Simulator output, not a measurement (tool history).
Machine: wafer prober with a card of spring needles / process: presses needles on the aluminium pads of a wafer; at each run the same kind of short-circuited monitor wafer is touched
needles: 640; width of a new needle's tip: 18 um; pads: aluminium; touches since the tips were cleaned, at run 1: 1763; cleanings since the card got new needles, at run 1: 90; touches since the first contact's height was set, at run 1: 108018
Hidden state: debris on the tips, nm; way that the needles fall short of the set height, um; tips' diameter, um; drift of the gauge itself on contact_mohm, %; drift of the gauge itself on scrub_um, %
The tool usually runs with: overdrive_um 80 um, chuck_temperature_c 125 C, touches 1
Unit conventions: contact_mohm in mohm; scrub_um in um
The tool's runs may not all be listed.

run   hour  overdrive_um  chuck_temperature_c  touches  touches since the tips were cleaned  cleanings since the card got new needles  touches since the first contact's height was set  contact_mohm  scrub_um
  1    0.0            80                  125        1                                 1763                                        90                                            108018           189     19.99
      17.5  -- tips cleaned on abrasive film
  2   33.5            80                  125        1                                 5729                                        91                                            119949           242     20.03
      36.0  -- tips cleaned on abrasive film
      56.7  -- tips cleaned on abrasive film
      76.1  -- tips cleaned on abrasive film
      80.3  -- height of the first contact set anew
  3   80.3            80                  125        1                                 1392                                        94                                                 0           184     20.36
      94.9  -- tips cleaned on abrasive film
  4  101.4            80                  125        1                                 2342                                        95                                              7518           203     20.40
     115.0  -- tips cleaned on abrasive film
  5  124.7            80                  125        1                                 3465                                        96                                             15812           219     20.33
     135.1  -- tips cleaned on abrasive film
     154.2  -- tips cleaned on abrasive film
  6  157.2            80                  125        1                                 1063                                        98                                             27320           185     20.34
     176.2  -- tips cleaned on abrasive film
  7  185.3            80                  125        1                                 3220                                        99                                             37326           223     20.31
     194.8  -- tips cleaned on abrasive film
  8  204.5            80                  125        1                                 3445                                       100                                             44151           226     20.22
     213.6  -- tips cleaned on abrasive film
     234.5  -- tips cleaned on abrasive film
  9  236.3            88                   56        1                                  645                                       102                                             55440           162     22.26
     254.3  -- tips cleaned on abrasive film
 10  262.9            80                   51        1                                 3042                                       103                                             64901           214     20.16
     274.3  -- tips cleaned on abrasive film
 11  286.5            62                  125        1                                 4347                                       104                                             73317           298     15.54
     293.8  -- tips cleaned on abrasive film
 12  310.4            85                  118        3                                 5919                                       105                                             81814           169     21.42
     314.9  -- tips cleaned on abrasive film
     337.4  -- tips cleaned on abrasive film
 13  352.8            85                  118        3                                 5500                                       107                                             96895           170     21.35
     358.2  -- tips cleaned on abrasive film
     377.4  -- tips cleaned on abrasive film
 14  380.8            83                  125        2                                 1239                                       109                                            106837           167     20.73
     398.4  -- tips cleaned on abrasive film
 15  400.4            83                  125        2                                  720                                       110                                            113803           160     20.77
     417.0  -- tips cleaned on abrasive film
     436.6  -- tips cleaned on abrasive film
 16  436.6            83                  125        2                                    0                                       112                                            126662           140     20.60

Predict each of these 3 candidate next runs independently; none follows another, all start after run 16:
     455.5  -- tips cleaned on abrasive film
     465.4  -- height of the first contact set anew
     476.8  -- tips cleaned on abrasive film
  A  482.2            80                   32        1                                 1900                                       114                                              5971             ?         ?
     455.5  -- tips cleaned on abrasive film
     465.4  -- height of the first contact set anew
     476.8  -- tips cleaned on abrasive film
  B  482.2            83                   32        2                                 1900                                       114                                              5971             ?         ?
     455.5  -- tips cleaned on abrasive film
     465.4  -- height of the first contact set anew
     476.8  -- tips cleaned on abrasive film
  C  482.2            80                   92        1                                 1900                                       114                                              5971             ?         ?

run  contact_mohm  scrub_um
  A           202     20.38
  B           168     21.23
  C           200     20.48
Stripped of hidden state, with their random variation kept, the same runs would have yielded:
run  contact_mohm  scrub_um
  A           123     20.40
  B           123     21.25
  C           129     20.50
